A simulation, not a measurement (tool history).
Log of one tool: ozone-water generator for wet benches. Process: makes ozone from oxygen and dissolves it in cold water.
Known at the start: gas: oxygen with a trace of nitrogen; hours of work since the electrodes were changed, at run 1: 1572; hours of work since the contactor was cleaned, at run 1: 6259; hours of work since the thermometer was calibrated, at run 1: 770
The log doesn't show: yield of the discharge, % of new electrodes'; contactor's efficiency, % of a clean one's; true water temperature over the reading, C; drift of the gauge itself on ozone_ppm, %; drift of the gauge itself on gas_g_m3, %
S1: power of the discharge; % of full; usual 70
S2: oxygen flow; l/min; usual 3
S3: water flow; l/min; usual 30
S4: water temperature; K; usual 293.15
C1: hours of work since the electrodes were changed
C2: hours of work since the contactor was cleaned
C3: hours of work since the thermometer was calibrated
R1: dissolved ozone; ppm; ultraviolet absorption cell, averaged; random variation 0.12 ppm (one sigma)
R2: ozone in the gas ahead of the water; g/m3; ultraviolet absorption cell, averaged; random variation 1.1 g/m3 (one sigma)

Run 1, hour 0: usual settings; C1 1572; C2 6259; C3 770. Result: R1 10.9 ppm, R2 183.7 g/m3.
Run 2, hour 29.7: usual settings; C1 1600; C2 6286; C3 798. Result: R1 11.1 ppm, R2 183.9 g/m3.
Run 3, hour 82.5: usual settings; C1 1649; C2 6335; C3 847. Result: R1 11 ppm, R2 182.9 g/m3.
Run 4, hour 143.4: usual settings but S2 3.58 l/min; C1 1706; C2 6392; C3 903. Result: R1 11.4 ppm, R2 164 g/m3.
Run 5, hour 199.6: usual settings but S2 3.58 l/min; C1 1758; C2 6444; C3 956. Result: R1 11.2 ppm, R2 164.7 g/m3.
Run 6, hour 256: usual settings but S2 3.58 l/min; C1 1811; C2 6497; C3 1008. Result: R1 11.1 ppm, R2 162.6 g/m3.
Run 7, hour 285.7: usual settings but S2 3.58 l/min; C1 1838; C2 6524; C3 1036. Result: R1 11.2 ppm, R2 163.3 g/m3.
Run 8, hour 324.7: usual settings but S2 3.58 l/min; C1 1875; C2 6561; C3 1072. Result: R1 11.2 ppm, R2 165.1 g/m3.
Run 9, hour 380.2: usual settings; C1 1926; C2 6612; C3 1124. Result: R1 10.8 ppm, R2 184.3 g/m3.
Run 10, hour 433.1: usual settings; C1 1975; C2 6662; C3 1173. Result: R1 11 ppm, R2 183.5 g/m3.
Run 11, hour 482.8: usual settings; C1 2022; C2 6708; C3 1219. Result: R1 11 ppm, R2 182 g/m3.
Run 12, hour 519.7: usual settings; C1 2056; C2 6742; C3 1254. Result: R1 10.9 ppm, R2 181.6 g/m3.
Run 13, hour 549.5: usual settings; C1 2084; C2 6770; C3 1281. Result: R1 10.9 ppm, R2 182.8 g/m3.
Run 14, hour 600.6: usual settings; C1 2131; C2 6817; C3 1329. Result: R1 11 ppm, R2 181.8 g/m3.
Run 15, hour 650: usual settings; C1 2177; C2 6863; C3 1375. Result: R1 10.8 ppm, R2 183.1 g/m3.
Run 16, hour 693.8: usual settings; C1 2218; C2 6904; C3 1415. Result: R1 10.9 ppm, R2 181.2 g/m3.
Run 17, hour 720.3: usual settings but S1 60 % of full, S2 1.77 l/min; C1 2243; C2 6929; C3 1440. Result: R1 8.7 ppm, R2 220.9 g/m3.
Run 18, hour 761.1: usual settings but S1 57 % of full, S4 292.15 K; C1 2281; C2 6967; C3 1478. Result: R1 9.3 ppm, R2 153 g/m3.
Run 19, hour 792.7: usual settings but S1 57 % of full, S4 292.15 K; C1 2310; C2 6996; C3 1508. Result: R1 9.3 ppm, R2 151.5 g/m3.
Run 20, hour 848.9: usual settings but S1 57 % of full, S2 1.52 l/min, S4 292.15 K; C1 2362; C2 7049; C3 1560. Result: R1 7.9 ppm, R2 231.8 g/m3.
Run 21, hour 902.5: usual settings but S1 44 % of full, S2 1.52 l/min, S3 39 l/min, S4 288.15 K; C1 2412; C2 7098; C3 1610. Result: R1 4.6 ppm, R2 186.1 g/m3.
Run 22, hour 960.7: usual settings but S1 44 % of full, S2 1.94 l/min, S3 23 l/min, S4 288.15 K; C1 2466; C2 7152; C3 1664. Result: R1 9.3 ppm, R2 159.2 g/m3.
Run 23, hour 996.8: usual settings but S1 44 % of full, S2 1.94 l/min, S3 40 l/min, S4 288.15 K; C1 2500; C2 7186; C3 1697. Result: R1 4.9 ppm, R2 157 g/m3.
Run 24, hour 1022.9: usual settings but S2 2.35 l/min, S3 19 l/min; C1 2524; C2 7210; C3 1722. Result: R1 16.5 ppm, R2 213.5 g/m3.
Run 25, hour 1072.9: usual settings but S2 2.19 l/min, S3 31 l/min, S4 292.15 K; C1 2571; C2 7257; C3 1768. Result: R1 10 ppm, R2 221.3 g/m3.
Run 26, hour 1133.1: usual settings but S2 2.19 l/min, S3 31 l/min, S4 292.15 K; C1 2627; C2 7313; C3 1824. Result: R1 9.9 ppm, R2 219.2 g/m3.
Run 27, hour 1191.5: usual settings but S1 68 % of full, S2 2.7 l/min, S4 289.15 K; C1 2681; C2 7367; C3 1879. Result: R1 10.7 ppm, R2 189 g/m3.
Run 28, hour 1244.1: usual settings but S2 2.7 l/min, S4 292.15 K; C1 2730; C2 7416; C3 1928. Result: R1 10.7 ppm, R2 193.7 g/m3.
Run 29, hour 1293.6: usual settings but S2 2.7 l/min, S4 291.15 K; C1 2776; C2 7462; C3 1974. Result: R1 10.9 ppm, R2 193 g/m3.
Run 30, hour 1348.5: usual settings but S1 55 % of full, S2 2.2 l/min; C1 2827; C2 7513; C3 2025. Result: R1 8.2 ppm, R2 176.4 g/m3.
Run 31, hour 1391.1: usual settings but S1 55 % of full, S2 2.98 l/min, S4 300.15 K; C1 2867; C2 7553; C3 2064. Result: R1 8.2 ppm, R2 147 g/m3.
Run 32, hour 1450.3: usual settings but S1 55 % of full, S2 2.98 l/min, S4 300.15 K; C1 2922; C2 7608; C3 2119. Result: R1 8.4 ppm, R2 148.4 g/m3.

Forecast each of these 5 alternatives for the next run:
Run A, hour 1485.7: usual settings but S2 2.17 l/min, S3 23 l/min, S4 292.15 K; C1 2955; C2 7641; C3 2152. Result: R1 ?, R2 ?.
Run B, hour 1485.7: usual settings but S1 42 % of full, S3 23 l/min, S4 299.15 K; C1 2955; C2 7641; C3 2152. Result: R1 ?, R2 ?.
Run C, hour 1485.7: usual settings but S1 63 % of full, S2 4.18 l/min, S4 300.15 K; C1 2955; C2 7641; C3 2152. Result: R1 ?, R2 ?.
Run D, hour 1485.7: usual settings but S1 74 % of full, S2 1.98 l/min, S4 300.15 K; C1 2955; C2 7641; C3 2152. Result: R1 ?, R2 ?.
Run E, hour 1485.7: usual settings but S1 55 % of full, S2 3.38 l/min, S4 300.15 K; C1 2955; C2 7641; C3 2152. Result: R1 ?, R2 ?.

run    R1     R2
  A  13.7  221.9
  B   8.3  116.2
  C   9.5  134.1
  D  10.1  246.4
  E   8.2  137.4
Without the tool's hidden state the same runs would have given:
run    R1     R2
  A  14.7  229.3
  B   8.8  118.3
  C  10.2  138.2
  D    11  255.1
  E   8.9    141
